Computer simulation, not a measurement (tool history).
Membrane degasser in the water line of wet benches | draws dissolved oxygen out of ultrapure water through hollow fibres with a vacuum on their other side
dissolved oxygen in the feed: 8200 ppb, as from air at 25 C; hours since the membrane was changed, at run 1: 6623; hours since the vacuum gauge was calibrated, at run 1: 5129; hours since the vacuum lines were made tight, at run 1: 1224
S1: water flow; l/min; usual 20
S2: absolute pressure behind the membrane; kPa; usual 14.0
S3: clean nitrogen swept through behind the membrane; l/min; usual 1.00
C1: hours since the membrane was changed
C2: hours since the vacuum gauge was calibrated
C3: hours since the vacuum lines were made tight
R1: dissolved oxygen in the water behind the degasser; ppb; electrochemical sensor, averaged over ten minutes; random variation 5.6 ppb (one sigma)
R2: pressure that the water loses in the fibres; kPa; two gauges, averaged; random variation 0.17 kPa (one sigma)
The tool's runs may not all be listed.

Run 1, day 0.000: usual settings; C1 6623; C2 5129; C3 1224. Result: R1 568.1 ppb, R2 26.20 kPa.
Run 2, day 6.075: usual settings but S3 0.75 l/min; C1 6769; C2 5275; C3 1370. Result: R1 692.5 ppb, R2 26.37 kPa.
Run 3, day 12.354: usual settings but S3 0.75 l/min; C1 6920; C2 5426; C3 1521. Result: R1 678.3 ppb, R2 26.52 kPa.
Run 4, day 20.488: usual settings but S3 0.75 l/min; C1 7115; C2 5621; C3 1716. Result: R1 670.4 ppb, R2 26.57 kPa.
Run 5, day 31.883: usual settings but S3 2.01 l/min; C1 7388; C2 5895; C3 1989. Result: R1 362.2 ppb, R2 26.25 kPa.
Run 6, day 39.058: usual settings but S3 0.63 l/min; C1 7561; C2 6067; C3 2162. Result: R1 770.0 ppb, R2 26.65 kPa.
Run 7, day 48.054: usual settings but S3 0.63 l/min; C1 7776; C2 6283; C3 2377. Result: R1 755.8 ppb, R2 26.46 kPa.
Run 8, day 55.383: usual settings but S2 24.0 kPa; C1 7952; C2 6459; C3 2553. Result: R1 948.5 ppb, R2 26.14 kPa.
Run 9, day 64.583: usual settings but S2 24.0 kPa; C1 8173; C2 6679; C3 2774. Result: R1 942.9 ppb, R2 26.48 kPa.
Run 10, day 73.704: usual settings but S2 11.3 kPa; C1 8392; C2 6898; C3 2993. Result: R1 456.4 ppb, R2 26.37 kPa.
Run 11, day 79.292: usual settings but S2 19.8 kPa; C1 8526; C2 7032; C3 3127. Result: R1 783.6 ppb, R2 26.20 kPa.
Run 12, day 87.950: usual settings but S2 19.9 kPa; C1 8734; C2 7240; C3 3335. Result: R1 792.2 ppb, R2 26.37 kPa.
Run 13, day 93.896: usual settings but S2 19.9 kPa; C1 8877; C2 7383; C3 3478. Result: R1 798.6 ppb, R2 26.51 kPa.
Run 14, day 99.100: usual settings; C1 9002; C2 7508; C3 3603. Result: R1 566.6 ppb, R2 26.04 kPa.
Run 15, day 106.021: usual settings; C1 9168; C2 7674; C3 3769. Result: R1 582.6 ppb, R2 26.42 kPa.
Run 16, day 117.821: usual settings but S2 9.0 kPa; C1 9451; C2 7957; C3 4052. Result: R1 356.3 ppb, R2 26.26 kPa.
At day 121.483: vacuum gauge calibrated.
Run 17, day 124.388: usual settings but S2 9.0 kPa; C1 9608; C2 70; C3 4209. Result: R1 360.9 ppb, R2 26.32 kPa.
Run 18, day 133.600: usual settings but S2 9.0 kPa; C1 9829; C2 291; C3 4430. Result: R1 358.5 ppb, R2 26.37 kPa.
Run 19, day 142.288: usual settings but S2 9.0 kPa; C1 10038; C2 499; C3 4639. Result: R1 361.7 ppb, R2 26.03 kPa.
Run 20, day 152.258: usual settings but S2 9.0 kPa; C1 10277; C2 739; C3 4878. Result: R1 356.7 ppb, R2 26.28 kPa.
Run 21, day 163.617: usual settings but S2 13.6 kPa, S3 2.95 l/min; C1 10549; C2 1011; C3 5150. Result: R1 277.5 ppb, R2 26.07 kPa.
Run 22, day 170.804: usual settings but S1 19 l/min, S3 0.51 l/min; C1 10722; C2 1184; C3 5323. Result: R1 842.3 ppb, R2 24.82 kPa.
Run 23, day 177.496: usual settings but S1 12 l/min, S2 24.0 kPa, S3 2.89 l/min; C1 10883; C2 1344; C3 5484. Result: R1 245.7 ppb, R2 15.65 kPa.
Run 24, day 183.417: usual settings but S1 12 l/min, S2 24.0 kPa, S3 2.89 l/min; C1 11025; C2 1486; C3 5626. Result: R1 249.6 ppb, R2 16.13 kPa.
Run 25, day 190.358: usual settings but S3 0.57 l/min; C1 11191; C2 1653; C3 5792. Result: R1 818.9 ppb, R2 26.38 kPa.
Run 26, day 201.271: usual settings but S1 25 l/min, S2 27.9 kPa, S3 2.60 l/min; C1 11453; C2 1915; C3 6054. Result: R1 686.3 ppb, R2 33.07 kPa.
Run 27, day 208.058: usual settings but S1 17 l/min, S2 14.6 kPa, S3 1.09 l/min; C1 11616; C2 2078; C3 6217. Result: R1 469.0 ppb, R2 22.60 kPa.
Run 28, day 218.708: usual settings but S2 24.2 kPa; C1 11872; C2 2333; C3 6473. Result: R1 938.5 ppb, R2 26.43 kPa.
Run 29, day 225.858: usual settings but S2 24.2 kPa; C1 12043; C2 2505; C3 6644. Result: R1 948.1 ppb, R2 26.49 kPa.
At day 231.896: seals of the vacuum lines changed.
Run 30, day 232.654: usual settings but S1 22 l/min, S2 24.2 kPa, S3 1.02 l/min; C1 12204; C2 2666; C3 18. Result: R1 1038.6 ppb, R2 29.03 kPa.
Run 31, day 241.792: usual settings but S2 25.6 kPa, S3 1.71 l/min; C1 12424; C2 2885; C3 237. Result: R1 673.1 ppb, R2 26.87 kPa.

3 ways to go on from here, each from the tool as it stands after run 31. What would each give?
Run A, day 252.275: usual settings but S1 21 l/min, S2 14.7 kPa, S3 2.08 l/min; C1 12675; C2 3137; C3 489. Result: R1 ?, R2 ?.
Run B, day 252.275: usual settings but S1 25 l/min, S2 13.7 kPa, S3 1.32 l/min; C1 12675; C2 3137; C3 489. Result: R1 ?, R2 ?.
Run C, day 252.275: usual settings but S1 14 l/min; C1 12675; C2 3137; C3 489. Result: R1 ?, R2 ?.

run     R1     R2
  A  384.8  27.63
  B  578.2  32.93
  C  391.3  18.25
Without the tool's hidden state the same runs would have given:
run     R1     R2
  A  384.0  27.59
  B  577.2  32.88
  C  390.9  18.22
